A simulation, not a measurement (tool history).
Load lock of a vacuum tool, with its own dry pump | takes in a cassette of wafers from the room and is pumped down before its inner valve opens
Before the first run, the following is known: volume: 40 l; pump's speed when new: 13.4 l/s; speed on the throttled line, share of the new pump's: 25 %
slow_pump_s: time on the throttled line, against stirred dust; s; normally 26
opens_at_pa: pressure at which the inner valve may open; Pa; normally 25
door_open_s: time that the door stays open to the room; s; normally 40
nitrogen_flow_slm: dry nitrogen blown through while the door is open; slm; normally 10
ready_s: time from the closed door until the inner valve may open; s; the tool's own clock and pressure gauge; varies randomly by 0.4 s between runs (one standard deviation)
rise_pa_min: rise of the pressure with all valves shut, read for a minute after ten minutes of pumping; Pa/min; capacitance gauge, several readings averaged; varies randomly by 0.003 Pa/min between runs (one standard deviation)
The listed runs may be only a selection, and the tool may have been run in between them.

run	hour	slow_pump_s	opens_at_pa	door_open_s	nitrogen_flow_slm	incoming humidity of the room's air, %	ready_s	rise_pa_min
1	0.0	26	25	40	10	42.6	47.8	0.316
2	397.3	18	25	40	10	42.7	42.3	0.341
3	655.1	18	25	40	10	47.1	42.5	0.372
4	962.0	18	25	40	10	43.6	42.9	0.389
# hour 1101.4: door's seal changed, seat wiped
5	1276.9	26	25	31	10	44.3	48.7	0.018
6	1570.7	26	25	31	10	44.5	48.6	0.026
7	1752.0	45	25	40	10	42.3	61.3	0.026
8	2056.7	45	25	40	23	45.7	61.9	0.031
9	2297.5	45	25	40	23	46.6	61.5	0.041
10	2623.6	45	25	40	23	47.1	62.0	0.048
11	2990.6	45	25	40	23	45.2	62.3	0.059
12	3333.6	45	30	40	21	46.6	61.1	0.073
13	3622.3	45	30	40	21	43.1	61.8	0.083
14	3846.0	45	30	54	9	42.4	60.9	0.095
15	4170.1	26	20	40	38	45.4	50.3	0.100
16	4449.1	26	27	40	28	44.4	49.7	0.114

Predict each of these 5 candidate next runs independently; none follows another, all start after run 16:
A	4734.9	26	26	40	14	46.0	?	?
B	4734.9	26	25	25	10	45.9	?	?
C	4734.9	26	23	45	29	44.6	?	?
D	4734.9	51	25	182	10	47.1	?	?
E	4734.9	26	25	237	10	43.4	?	?

run	ready_s	rise_pa_min
A	49.0	0.133
B	49.5	0.139
C	49.5	0.131
D	66.0	0.155
E	49.7	0.156
Had the tool no hidden state, the same runs would have come out as:
run	ready_s	rise_pa_min
A	44.3	0.014
B	44.8	0.020
C	44.7	0.011
D	62.8	0.037
E	45.0	0.038
